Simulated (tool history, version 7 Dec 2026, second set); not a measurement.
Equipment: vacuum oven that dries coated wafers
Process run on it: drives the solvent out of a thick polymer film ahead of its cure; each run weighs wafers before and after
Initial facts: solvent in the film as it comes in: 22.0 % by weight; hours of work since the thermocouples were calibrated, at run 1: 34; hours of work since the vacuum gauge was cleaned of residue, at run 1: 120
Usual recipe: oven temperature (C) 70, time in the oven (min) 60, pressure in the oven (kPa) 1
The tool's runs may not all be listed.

run,hour,oven temperature (C),time in the oven (min),pressure in the oven (kPa),hours of work since the thermocouples were calibrated,hours of work since the vacuum gauge was cleaned of residue,solvent left in the film (%)
1,0,70,60,1,34,120,2.36
2,9.6,70,60,1,40,126,2.37
3,19.1,70,60,1,46,132,2.49
4,28.9,70,60,2.69,52,138,3.5
5,37.4,70,60,1,57,143,2.29
6,45.5,70,60,1,62,148,2.39
7,58,70,60,1,70,155,2.37
8,64.9,70,60,1,74,160,2.4
9,75.4,70,60,1,80,166,2.45
10,87.8,70,60,1,88,174,2.42
# hour 89.8: vacuum gauge cleaned of residue and calibrated
11,96.8,70,60,0.72,92,4,2.22
12,106.3,70,60,0.72,98,10,2.13
13,115.7,70,54,1,104,16,2.82
14,122.4,70,54,1,108,20,2.91
15,129.3,71,60,1,112,24,2.18
16,136.7,71,60,1,117,29,2.13
17,143.5,71,60,1,121,33,2.26
# hour 148.6: vacuum gauge cleaned of residue and calibrated, once more
18,150.5,71,60,1,124,1,2.2
19,156.3,75,60,3.38,128,5,2.52
20,168.7,75,85,1.02,135,12,0.88
21,177.8,71,44,2.78,141,18,4.53
22,183.1,55,60,1,144,21,8.97
23,194.5,55,60,1,151,28,9.05
24,207,75,60,1,159,36,1.29
25,212.5,68,43,1,162,39,4.81
26,220.4,68,43,1,167,44,4.75
27,232,70,77,2.12,174,51,2.38
28,242.3,80,77,0.74,180,57,0.41
29,248,67,60,1,184,61,3.46
30,255.2,67,60,1,188,65,3.5
31,267.9,83,77,0.52,196,73,0.22
32,280.8,77,41,0.52,204,81,1.64
33,286.2,70,60,0.59,207,84,2.19

What differs in the tool's unlogged condition from the final listed run ahead of each entry between runs to the first listed run following it?
From run 10 to run 11: vacuum gauge cleaned of residue and calibrated (hour 89.8)
  true pressure over the reading, kPa: 0.062 -> 0.071
From run 17 to run 18: vacuum gauge cleaned of residue and calibrated, once more (hour 148.6)
  true pressure over the reading, kPa: 0.083 -> 0.003
